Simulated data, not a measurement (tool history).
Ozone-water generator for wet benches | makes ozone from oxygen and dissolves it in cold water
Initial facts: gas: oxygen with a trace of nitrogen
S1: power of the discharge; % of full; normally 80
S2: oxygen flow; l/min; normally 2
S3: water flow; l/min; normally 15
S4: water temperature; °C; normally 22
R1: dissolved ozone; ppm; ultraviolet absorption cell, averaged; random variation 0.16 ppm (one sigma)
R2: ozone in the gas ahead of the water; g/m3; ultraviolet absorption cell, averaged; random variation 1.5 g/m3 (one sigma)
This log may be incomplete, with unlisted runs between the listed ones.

{"run": 1, "day": 0.0, "S1": 80, "S2": 2, "S3": 15, "S4": 22, "R1": 19.9, "R2": 278.6}
{"run": 2, "day": 1.067, "S1": 80, "S2": 2, "S3": 15, "S4": 22, "R1": 20.1, "R2": 279.8}
{"run": 3, "day": 1.933, "S1": 80, "S2": 2, "S3": 15, "S4": 22, "R1": 20, "R2": 277.3}
{"run": 4, "day": 3.525, "S1": 80, "S2": 2, "S3": 15, "S4": 22, "R1": 20.2, "R2": 278.6}
{"run": 5, "day": 4.879, "S1": 80, "S2": 2, "S3": 15, "S4": 22, "R1": 20.1, "R2": 276.6}
{"run": 6, "day": 6.158, "S1": 80, "S2": 2, "S3": 15, "S4": 22, "R1": 19.7, "R2": 277.6}
{"run": 7, "day": 7.65, "S1": 80, "S2": 2, "S3": 17, "S4": 22, "R1": 17.8, "R2": 276.2}
{"run": 8, "day": 8.55, "S1": 80, "S2": 1.36, "S3": 15, "S4": 22, "R1": 17.9, "R2": 332.4}
{"run": 9, "day": 9.5, "S1": 80, "S2": 1.36, "S3": 15, "S4": 22, "R1": 18.1, "R2": 331.1}
{"run": 10, "day": 10.712, "S1": 80, "S2": 1.36, "S3": 15, "S4": 22, "R1": 18.3, "R2": 333.5}
{"run": 11, "day": 11.546, "S1": 80, "S2": 1.36, "S3": 15, "S4": 22, "R1": 18.3, "R2": 331.6}
{"run": 12, "day": 13.292, "S1": 80, "S2": 2, "S3": 17, "S4": 22, "R1": 17.7, "R2": 277.4}
{"run": 13, "day": 14.521, "S1": 80, "S2": 2, "S3": 17, "S4": 22, "R1": 17.7, "R2": 276}
{"run": 14, "day": 16.0, "S1": 80, "S2": 2, "S3": 17, "S4": 22, "R1": 18, "R2": 275.5}
{"run": 15, "day": 17.254, "S1": 80, "S2": 2, "S3": 17, "S4": 22, "R1": 17.8, "R2": 277.3}
{"run": 16, "day": 18.308, "S1": 80, "S2": 2, "S3": 17, "S4": 22, "R1": 17.8, "R2": 276.1}
{"run": 17, "day": 19.838, "S1": 80, "S2": 2, "S3": 21, "S4": 24, "R1": 14.3, "R2": 276.3}
{"run": 18, "day": 21.258, "S1": 89, "S2": 2.14, "S3": 15, "S4": 22, "R1": 21.4, "R2": 284.8}
{"run": 19, "day": 22.942, "S1": 80, "S2": 2.83, "S3": 12, "S4": 18, "R1": 26.1, "R2": 234.4}
{"run": 20, "day": 24.721, "S1": 80, "S2": 2.83, "S3": 12, "S4": 18, "R1": 26.1, "R2": 233.2}
{"run": 21, "day": 25.942, "S1": 80, "S2": 1.05, "S3": 15, "S4": 22, "R1": 16.5, "R2": 373}
{"run": 22, "day": 27.279, "S1": 80, "S2": 1.57, "S3": 15, "S4": 22, "R1": 18.7, "R2": 308.7}
{"run": 23, "day": 28.058, "S1": 80, "S2": 2, "S3": 19, "S4": 22, "R1": 15.9, "R2": 275.9}
{"run": 24, "day": 28.9, "S1": 80, "S2": 2, "S3": 19, "S4": 22, "R1": 15.9, "R2": 272.3}
{"run": 25, "day": 30.55, "S1": 80, "S2": 1.93, "S3": 15, "S4": 22, "R1": 19.4, "R2": 276.6}
{"run": 26, "day": 31.467, "S1": 80, "S2": 1.93, "S3": 13, "S4": 22, "R1": 22.1, "R2": 278.2}
{"run": 27, "day": 32.538, "S1": 80, "S2": 1.93, "S3": 13, "S4": 22, "R1": 22.2, "R2": 278.5}
{"day": 33.067, "done": "water thermometer calibrated"}
{"run": 28, "day": 34.258, "S1": 80, "S2": 2, "S3": 15, "S4": 29, "R1": 18.3, "R2": 275.2}
{"run": 29, "day": 35.483, "S1": 80, "S2": 3.21, "S3": 21, "S4": 29, "R1": 14.9, "R2": 218.3}
{"run": 30, "day": 36.85, "S1": 80, "S2": 2.86, "S3": 21, "S4": 24, "R1": 15.5, "R2": 232}
{"run": 31, "day": 38.458, "S1": 58, "S2": 2.53, "S3": 15, "S4": 22, "R1": 17.1, "R2": 203.4}
{"run": 32, "day": 39.854, "S1": 62, "S2": 2.09, "S3": 10, "S4": 22, "R1": 23.8, "R2": 231.6}

Alternative continuations, all from the tool just after run 32; predict every row:
{"run": "A", "day": 41.358, "S1": 62, "S2": 2.09, "S3": 10, "S4": 15, "R1": "?", "R2": "?"}
{"run": "B", "day": 41.358, "S1": 43, "S2": 2, "S3": 10, "S4": 22, "R1": "?", "R2": "?"}
{"run": "C", "day": 41.358, "S1": 54, "S2": 2.94, "S3": 15, "S4": 16, "R1": "?", "R2": "?"}
{"run": "D", "day": 41.358, "S1": 80, "S2": 1.45, "S3": 15, "S4": 17, "R1": "?", "R2": "?"}

run=A R1=26 R2=231.1
run=B R1=18.9 R2=191.4
run=C R1=17.8 R2=180.9
run=D R1=19.1 R2=319.2
Had the tool no hidden state, the same runs would have come out as:
run=A R1=27.3 R2=238.4
run=B R1=19.7 R2=196.1
run=C R1=18.7 R2=186.1
run=D R1=20.2 R2=331
